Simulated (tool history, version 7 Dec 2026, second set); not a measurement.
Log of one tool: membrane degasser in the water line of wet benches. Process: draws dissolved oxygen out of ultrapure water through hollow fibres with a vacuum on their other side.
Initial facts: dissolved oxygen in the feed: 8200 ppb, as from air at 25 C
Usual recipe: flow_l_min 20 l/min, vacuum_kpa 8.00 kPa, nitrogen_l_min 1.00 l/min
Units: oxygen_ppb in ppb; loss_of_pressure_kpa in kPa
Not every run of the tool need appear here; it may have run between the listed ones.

{"run": 1, "hour": 0.0, "flow_l_min": 20, "vacuum_kpa": 8.0, "nitrogen_l_min": 1.0, "oxygen_ppb": 229.1, "loss_of_pressure_kpa": 39.32}
{"run": 2, "hour": 60.5, "flow_l_min": 20, "vacuum_kpa": 8.0, "nitrogen_l_min": 1.0, "oxygen_ppb": 229.2, "loss_of_pressure_kpa": 39.73}
{"hour": 107.6, "done": "vacuum gauge calibrated"}
{"run": 3, "hour": 107.6, "flow_l_min": 20, "vacuum_kpa": 8.0, "nitrogen_l_min": 1.0, "oxygen_ppb": 236.5, "loss_of_pressure_kpa": 40.02}
{"run": 4, "hour": 176.3, "flow_l_min": 20, "vacuum_kpa": 8.0, "nitrogen_l_min": 1.0, "oxygen_ppb": 234.3, "loss_of_pressure_kpa": 39.6}
{"run": 5, "hour": 218.0, "flow_l_min": 20, "vacuum_kpa": 8.0, "nitrogen_l_min": 1.0, "oxygen_ppb": 235.6, "loss_of_pressure_kpa": 40.09}
{"run": 6, "hour": 274.9, "flow_l_min": 20, "vacuum_kpa": 8.0, "nitrogen_l_min": 1.0, "oxygen_ppb": 236.6, "loss_of_pressure_kpa": 39.89}
{"run": 7, "hour": 322.3, "flow_l_min": 20, "vacuum_kpa": 8.0, "nitrogen_l_min": 1.0, "oxygen_ppb": 236.1, "loss_of_pressure_kpa": 39.82}
{"run": 8, "hour": 373.9, "flow_l_min": 20, "vacuum_kpa": 8.0, "nitrogen_l_min": 1.0, "oxygen_ppb": 237.2, "loss_of_pressure_kpa": 39.73}
{"run": 9, "hour": 433.1, "flow_l_min": 20, "vacuum_kpa": 8.0, "nitrogen_l_min": 1.0, "oxygen_ppb": 239.0, "loss_of_pressure_kpa": 39.98}
{"run": 10, "hour": 469.3, "flow_l_min": 20, "vacuum_kpa": 8.0, "nitrogen_l_min": 1.0, "oxygen_ppb": 236.7, "loss_of_pressure_kpa": 40.23}
{"hour": 518.8, "done": "vacuum gauge calibrated, once more"}
{"run": 11, "hour": 536.6, "flow_l_min": 20, "vacuum_kpa": 8.0, "nitrogen_l_min": 1.0, "oxygen_ppb": 214.0, "loss_of_pressure_kpa": 40.21}
{"run": 12, "hour": 600.2, "flow_l_min": 24, "vacuum_kpa": 8.0, "nitrogen_l_min": 1.0, "oxygen_ppb": 249.1, "loss_of_pressure_kpa": 47.94}
{"run": 13, "hour": 639.9, "flow_l_min": 20, "vacuum_kpa": 8.0, "nitrogen_l_min": 1.0, "oxygen_ppb": 213.9, "loss_of_pressure_kpa": 39.93}
{"run": 14, "hour": 692.6, "flow_l_min": 20, "vacuum_kpa": 5.71, "nitrogen_l_min": 1.0, "oxygen_ppb": 113.9, "loss_of_pressure_kpa": 40.04}
{"run": 15, "hour": 757.1, "flow_l_min": 20, "vacuum_kpa": 5.71, "nitrogen_l_min": 1.0, "oxygen_ppb": 114.6, "loss_of_pressure_kpa": 40.46}
{"run": 16, "hour": 795.7, "flow_l_min": 23, "vacuum_kpa": 8.0, "nitrogen_l_min": 2.63, "oxygen_ppb": 105.4, "loss_of_pressure_kpa": 45.44}
{"run": 17, "hour": 865.3, "flow_l_min": 23, "vacuum_kpa": 13.61, "nitrogen_l_min": 2.63, "oxygen_ppb": 216.1, "loss_of_pressure_kpa": 45.87}
{"run": 18, "hour": 899.1, "flow_l_min": 20, "vacuum_kpa": 8.0, "nitrogen_l_min": 0.47, "oxygen_ppb": 390.2, "loss_of_pressure_kpa": 40.1}
{"run": 19, "hour": 956.5, "flow_l_min": 22, "vacuum_kpa": 14.63, "nitrogen_l_min": 3.0, "oxygen_ppb": 203.3, "loss_of_pressure_kpa": 43.92}
{"run": 20, "hour": 1025.5, "flow_l_min": 25, "vacuum_kpa": 8.0, "nitrogen_l_min": 1.0, "oxygen_ppb": 263.0, "loss_of_pressure_kpa": 50.31}
{"run": 21, "hour": 1093.1, "flow_l_min": 28, "vacuum_kpa": 18.08, "nitrogen_l_min": 1.58, "oxygen_ppb": 574.0, "loss_of_pressure_kpa": 56.0}
{"run": 22, "hour": 1134.8, "flow_l_min": 24, "vacuum_kpa": 5.68, "nitrogen_l_min": 1.52, "oxygen_ppb": 96.1, "loss_of_pressure_kpa": 47.83}
{"run": 23, "hour": 1202.6, "flow_l_min": 20, "vacuum_kpa": 8.0, "nitrogen_l_min": 0.65, "oxygen_ppb": 309.5, "loss_of_pressure_kpa": 40.32}
{"run": 24, "hour": 1262.9, "flow_l_min": 20, "vacuum_kpa": 8.0, "nitrogen_l_min": 0.65, "oxygen_ppb": 312.2, "loss_of_pressure_kpa": 39.99}
{"run": 25, "hour": 1298.4, "flow_l_min": 25, "vacuum_kpa": 14.66, "nitrogen_l_min": 2.08, "oxygen_ppb": 318.7, "loss_of_pressure_kpa": 50.53}
{"run": 26, "hour": 1345.9, "flow_l_min": 19, "vacuum_kpa": 7.06, "nitrogen_l_min": 2.08, "oxygen_ppb": 87.3, "loss_of_pressure_kpa": 37.83}
{"run": 27, "hour": 1406.5, "flow_l_min": 19, "vacuum_kpa": 7.06, "nitrogen_l_min": 2.08, "oxygen_ppb": 87.8, "loss_of_pressure_kpa": 38.04}
{"run": 28, "hour": 1451.3, "flow_l_min": 22, "vacuum_kpa": 8.0, "nitrogen_l_min": 0.84, "oxygen_ppb": 272.4, "loss_of_pressure_kpa": 44.22}
{"run": 29, "hour": 1492.5, "flow_l_min": 16, "vacuum_kpa": 8.0, "nitrogen_l_min": 1.0, "oxygen_ppb": 177.1, "loss_of_pressure_kpa": 32.07}

Here are 5 independent what-if runs from the current tool condition. What would each one return?
{"run": "A", "hour": 1550.7, "flow_l_min": 14, "vacuum_kpa": 8.0, "nitrogen_l_min": 1.0, "oxygen_ppb": "?", "loss_of_pressure_kpa": "?"}
{"run": "B", "hour": 1550.7, "flow_l_min": 14, "vacuum_kpa": 6.66, "nitrogen_l_min": 1.0, "oxygen_ppb": "?", "loss_of_pressure_kpa": "?"}
{"run": "C", "hour": 1550.7, "flow_l_min": 21, "vacuum_kpa": 8.0, "nitrogen_l_min": 0.94, "oxygen_ppb": "?", "loss_of_pressure_kpa": "?"}
{"run": "D", "hour": 1550.7, "flow_l_min": 25, "vacuum_kpa": 12.41, "nitrogen_l_min": 0.75, "oxygen_ppb": "?", "loss_of_pressure_kpa": "?"}
{"run": "E", "hour": 1550.7, "flow_l_min": 16, "vacuum_kpa": 8.0, "nitrogen_l_min": 1.86, "oxygen_ppb": "?", "loss_of_pressure_kpa": "?"}

run=A oxygen_ppb=158.8 loss_of_pressure_kpa=28.30
run=B oxygen_ppb=114.0 loss_of_pressure_kpa=28.36
run=C oxygen_ppb=237.3 loss_of_pressure_kpa=42.24
run=D oxygen_ppb=612.5 loss_of_pressure_kpa=50.21
run=E oxygen_ppb=101.5 loss_of_pressure_kpa=32.36
What these runs would have given with no unlogged condition in the tool:
run=A oxygen_ppb=155.8 loss_of_pressure_kpa=27.70
run=B oxygen_ppb=111.3 loss_of_pressure_kpa=27.76
run=C oxygen_ppb=233.3 loss_of_pressure_kpa=41.33
run=D oxygen_ppb=607.3 loss_of_pressure_kpa=49.13
run=E oxygen_ppb=99.4 loss_of_pressure_kpa=31.66

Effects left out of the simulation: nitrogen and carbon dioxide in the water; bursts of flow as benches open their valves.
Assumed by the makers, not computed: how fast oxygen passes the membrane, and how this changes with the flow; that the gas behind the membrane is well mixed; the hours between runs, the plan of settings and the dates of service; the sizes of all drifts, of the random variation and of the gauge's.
